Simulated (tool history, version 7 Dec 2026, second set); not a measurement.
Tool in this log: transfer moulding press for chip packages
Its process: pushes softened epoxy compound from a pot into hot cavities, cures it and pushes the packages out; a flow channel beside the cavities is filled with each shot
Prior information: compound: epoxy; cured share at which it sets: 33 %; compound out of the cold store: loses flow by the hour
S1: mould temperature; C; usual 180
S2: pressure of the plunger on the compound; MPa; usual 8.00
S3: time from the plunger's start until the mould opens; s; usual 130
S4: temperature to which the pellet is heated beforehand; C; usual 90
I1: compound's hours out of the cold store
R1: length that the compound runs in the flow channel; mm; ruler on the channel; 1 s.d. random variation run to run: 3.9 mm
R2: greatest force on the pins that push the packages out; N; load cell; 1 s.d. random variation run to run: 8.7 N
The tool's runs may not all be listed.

Run 1, day 0.000: usual settings; I1 44.4. Result: R1 627 mm, R2 430 N.
At day 2.871: cavities cleaned with cleaning compound and waxed.
Run 2, day 2.879: usual settings; I1 11.4. Result: R1 751 mm, R2 386 N.
Run 3, day 4.967: usual settings but S1 173 C; I1 21.4. Result: R1 743 mm, R2 818 N.
Run 4, day 6.521: usual settings but S1 173 C; I1 31.2. Result: R1 694 mm, R2 864 N.
At day 6.871: cavities cleaned with cleaning compound and waxed.
Run 5, day 8.471: usual settings but S1 173 C; I1 9.4. Result: R1 775 mm, R2 833 N.
Run 6, day 10.258: usual settings but S1 185 C; I1 15.5. Result: R1 698 mm, R2 503 N.
At day 10.808: mould's thermocouples calibrated.
At day 10.871: cavities cleaned with cleaning compound and waxed.
Run 7, day 13.867: usual settings but S3 153 s; I1 43.3. Result: R1 620 mm, R2 491 N.
At day 14.721: cavities cleaned with cleaning compound and waxed.
Run 8, day 16.238: usual settings but S3 153 s; I1 48.0. Result: R1 599 mm, R2 413 N.
At day 18.608: cavities cleaned with cleaning compound and waxed.
Run 9, day 19.596: usual settings but S2 8.06 MPa, S3 131 s; I1 32.3. Result: R1 651 mm, R2 448 N.
At day 22.621: cavities cleaned with cleaning compound and waxed.
Run 10, day 22.829: usual settings but S1 173 C, S2 8.49 MPa, S3 135 s, S4 81 C; I1 22.7. Result: R1 725 mm, R2 607 N.
At day 24.012: plunger's sealing rings changed.
Run 11, day 24.475: usual settings but S1 177 C, S2 6.89 MPa; I1 26.5. Result: R1 649 mm, R2 603 N.
At day 26.604: cavities cleaned with cleaning compound and waxed.
Run 12, day 26.892: usual settings but S1 177 C, S2 6.89 MPa; I1 36.7. Result: R1 610 mm, R2 465 N.
Run 13, day 28.496: usual settings but S1 177 C, S2 6.89 MPa; I1 28.8. Result: R1 644 mm, R2 614 N.
At day 30.458: cavities cleaned with cleaning compound and waxed.
Run 14, day 31.967: usual settings but S1 174 C, S2 6.89 MPa, S4 95 C; I1 25.5. Result: R1 652 mm, R2 723 N.
At day 34.304: cavities cleaned with cleaning compound and waxed.
Run 15, day 34.750: usual settings but S1 186 C, S2 9.12 MPa, S3 138 s, S4 88 C; I1 37.1. Result: R1 675 mm, R2 337 N.
Run 16, day 36.725: usual settings but S1 186 C, S2 9.12 MPa, S3 156 s, S4 97 C; I1 18.6. Result: R1 732 mm, R2 445 N.

Below, some changes in R1 between adjacent runs. For each, the amount present without the hidden state too (settings, incoming material, random variation) and the amount remaining for the hidden state with gauge scatter not shared by both compared results:
Hidden conditions of the tool in this case: true mould temperature over the reading, C; pressure that reaches the compound, % of what is set; grip of the stained cavities, % over clean ones'; drift of the gauge itself on flow_mm, %; drift of the gauge itself on push_out_n, %.
Run 1 -> 2: cavities cleaned with cleaning compound and waxed. R1 +124 mm: hidden state -3, all else +127.
Run 10 -> 11: S1 173 -> 177, S2 8.49 -> 6.89, S3 135 -> 130, S4 81 -> 90, plunger's sealing rings changed. R1 -76 mm: hidden state +30, all else -106.
